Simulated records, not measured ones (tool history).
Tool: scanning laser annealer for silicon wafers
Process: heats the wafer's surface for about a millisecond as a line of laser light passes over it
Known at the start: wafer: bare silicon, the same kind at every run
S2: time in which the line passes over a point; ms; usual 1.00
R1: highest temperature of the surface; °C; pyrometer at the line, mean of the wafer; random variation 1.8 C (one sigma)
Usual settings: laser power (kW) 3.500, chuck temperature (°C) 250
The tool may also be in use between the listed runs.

{"run": 1, "day": 0.0, "laser power (kW)": 3.5, "S2": 1.0, "chuck temperature (°C)": 250, "R1": 1006}
{"run": 2, "day": 0.3, "laser power (kW)": 3.5, "S2": 1.0, "chuck temperature (°C)": 250, "R1": 1003}
{"run": 3, "day": 0.617, "laser power (kW)": 3.5, "S2": 1.0, "chuck temperature (°C)": 250, "R1": 1002}
{"run": 4, "day": 0.808, "laser power (kW)": 3.5, "S2": 1.0, "chuck temperature (°C)": 250, "R1": 1004}
{"run": 5, "day": 1.05, "laser power (kW)": 3.5, "S2": 1.0, "chuck temperature (°C)": 250, "R1": 1009}
{"run": 6, "day": 1.267, "laser power (kW)": 3.522, "S2": 1.0, "chuck temperature (°C)": 250, "R1": 1012}
{"run": 7, "day": 1.55, "laser power (kW)": 3.5, "S2": 0.84, "chuck temperature (°C)": 250, "R1": 950}
{"run": 8, "day": 1.862, "laser power (kW)": 3.5, "S2": 0.84, "chuck temperature (°C)": 250, "R1": 945}
{"run": 9, "day": 2.104, "laser power (kW)": 3.613, "S2": 1.0, "chuck temperature (°C)": 250, "R1": 1036}
{"run": 10, "day": 2.362, "laser power (kW)": 3.613, "S2": 1.0, "chuck temperature (°C)": 250, "R1": 1037}
{"run": 11, "day": 2.583, "laser power (kW)": 3.307, "S2": 1.0, "chuck temperature (°C)": 250, "R1": 948}
{"run": 12, "day": 2.942, "laser power (kW)": 3.307, "S2": 1.0, "chuck temperature (°C)": 250, "R1": 945}
{"run": 13, "day": 3.121, "laser power (kW)": 3.5, "S2": 1.0, "chuck temperature (°C)": 211, "R1": 966}
{"run": 14, "day": 3.304, "laser power (kW)": 3.5, "S2": 1.15, "chuck temperature (°C)": 250, "R1": 1052}
{"run": 15, "day": 3.588, "laser power (kW)": 3.5, "S2": 1.0, "chuck temperature (°C)": 265, "R1": 1013}
{"run": 16, "day": 3.946, "laser power (kW)": 3.5, "S2": 1.0, "chuck temperature (°C)": 265, "R1": 1016}
{"run": 17, "day": 4.175, "laser power (kW)": 3.5, "S2": 1.0, "chuck temperature (°C)": 221, "R1": 972}
{"run": 18, "day": 4.467, "laser power (kW)": 3.5, "S2": 1.0, "chuck temperature (°C)": 250, "R1": 998}
{"run": 19, "day": 4.662, "laser power (kW)": 3.5, "S2": 1.0, "chuck temperature (°C)": 250, "R1": 999}
{"run": 20, "day": 4.938, "laser power (kW)": 3.5, "S2": 1.0, "chuck temperature (°C)": 250, "R1": 1000}
{"run": 21, "day": 5.233, "laser power (kW)": 3.5, "S2": 1.0, "chuck temperature (°C)": 250, "R1": 999}
{"run": 22, "day": 5.392, "laser power (kW)": 3.136, "S2": 0.71, "chuck temperature (°C)": 265, "R1": 820}
{"run": 23, "day": 5.754, "laser power (kW)": 3.641, "S2": 1.17, "chuck temperature (°C)": 268, "R1": 1114}
{"run": 24, "day": 5.992, "laser power (kW)": 3.068, "S2": 1.02, "chuck temperature (°C)": 269, "R1": 905}
{"run": 25, "day": 6.312, "laser power (kW)": 3.068, "S2": 1.02, "chuck temperature (°C)": 269, "R1": 902}
{"run": 26, "day": 6.608, "laser power (kW)": 3.199, "S2": 1.02, "chuck temperature (°C)": 269, "R1": 943}
{"run": 27, "day": 6.946, "laser power (kW)": 3.264, "S2": 1.0, "chuck temperature (°C)": 262, "R1": 945}
{"run": 28, "day": 7.262, "laser power (kW)": 3.79, "S2": 0.83, "chuck temperature (°C)": 269, "R1": 1036}
{"run": 29, "day": 7.479, "laser power (kW)": 3.801, "S2": 1.22, "chuck temperature (°C)": 225, "R1": 1132}
{"run": 30, "day": 7.667, "laser power (kW)": 3.275, "S2": 1.15, "chuck temperature (°C)": 214, "R1": 939}
{"run": 31, "day": 8.004, "laser power (kW)": 3.706, "S2": 1.09, "chuck temperature (°C)": 225, "R1": 1061}

Forecast run 32:
{"run": 32, "day": 8.371, "laser power (kW)": 3.706, "S2": 1.09, "chuck temperature (°C)": 225, "R1": "?"}

Run 32 gave R1 1059 °C.
Without the tool's hidden state the same run would have given R1 1092 °C.
